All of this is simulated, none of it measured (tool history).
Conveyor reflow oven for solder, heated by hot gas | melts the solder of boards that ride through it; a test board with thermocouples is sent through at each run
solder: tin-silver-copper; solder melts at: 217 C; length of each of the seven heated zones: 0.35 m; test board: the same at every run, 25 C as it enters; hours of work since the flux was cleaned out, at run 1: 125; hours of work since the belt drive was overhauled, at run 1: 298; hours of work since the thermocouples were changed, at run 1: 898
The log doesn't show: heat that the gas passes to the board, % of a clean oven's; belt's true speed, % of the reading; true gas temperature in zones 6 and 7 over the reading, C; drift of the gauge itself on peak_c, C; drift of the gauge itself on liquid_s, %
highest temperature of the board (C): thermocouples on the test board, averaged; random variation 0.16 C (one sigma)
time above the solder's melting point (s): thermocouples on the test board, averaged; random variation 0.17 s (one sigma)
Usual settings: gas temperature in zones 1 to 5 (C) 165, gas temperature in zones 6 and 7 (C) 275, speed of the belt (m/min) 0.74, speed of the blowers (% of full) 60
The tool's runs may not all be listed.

run,day,gas temperature in zones 1 to 5 (C),gas temperature in zones 6 and 7 (C),speed of the belt (m/min),speed of the blowers (% of full),hours of work since the flux was cleaned out,hours of work since the belt drive was overhauled,hours of work since the thermocouples were changed,highest temperature of the board (C),time above the solder's melting point (s)
1,0,165,275,0.74,60,125,298,898,260.1,44.8
2,0.908,165,275,0.679,60,139,312,913,262.8,50.2
3,1.992,165,275,0.679,60,156,329,930,263.2,50.6
# day 2.808: flux residue cleaned out of gas plates and filters
4,3.442,165,275,0.679,60,10,349,949,263.8,51.1
5,4.75,165,275,0.717,60,31,369,970,261.9,47.1
6,5.721,165,275,0.835,60,46,385,985,256.3,37.5
7,6.542,165,275,0.74,60,59,398,998,261,45
8,7.575,160,275,0.74,60,75,414,1015,260.1,43.3
9,8.75,160,275,0.74,60,94,432,1033,259.9,43.6
10,9.996,160,275,0.74,60,114,452,1053,259.9,43.6
11,10.629,160,268,0.624,60,124,462,1063,259.2,52
12,11.842,160,268,0.826,53,143,481,1082,246.8,31.6
13,12.567,160,268,0.826,53,154,493,1093,246.8,31.2
# day 12.858: belt drive overhauled, speed set with a stopwatch
# day 13.675: flux residue cleaned out of gas plates and filters
# day 14.117: thermocouples of zones 6 and 7 changed
14,14.35,165,288,0.85,60,9,19,4,265.1,40.8
15,15.646,165,288,0.85,62,30,39,24,266,41.1
16,16.75,165,288,0.85,62,47,57,42,266,40.8
# day 17.525: belt drive overhauled, speed set with a stopwatch, once more
17,17.633,165,272,0.74,60,59,2,53,256.1,42.2
18,18.917,165,272,0.74,60,79,22,73,255.6,42.3
19,19.642,165,275,0.74,62,90,33,85,259.1,43.9
20,20.767,165,275,0.74,62,108,51,102,259,43.9

5 ways to go on from here, each from the tool as it stands after run 20. What would each give?
A,21.375,153,275,0.692,64,118,61,112,?,?
B,21.375,165,278,0.612,62,118,61,112,?,?
C,21.375,171,279,0.629,62,118,61,112,?,?
D,21.375,173,279,0.74,70,118,61,112,?,?
E,21.375,165,275,0.74,60,118,61,112,?,?

run,highest temperature of the board (C),time above the solder's melting point (s)
A,260,45
B,267.4,58.5
C,268.3,58.2
D,266,48.9
E,258.4,43.7
Without the tool's hidden state the same runs would have given:
run,highest temperature of the board (C),time above the solder's melting point (s)
A,260.1,45.1
B,267.3,58.5
C,268.2,58.2
D,266.1,49
E,258.5,43.8

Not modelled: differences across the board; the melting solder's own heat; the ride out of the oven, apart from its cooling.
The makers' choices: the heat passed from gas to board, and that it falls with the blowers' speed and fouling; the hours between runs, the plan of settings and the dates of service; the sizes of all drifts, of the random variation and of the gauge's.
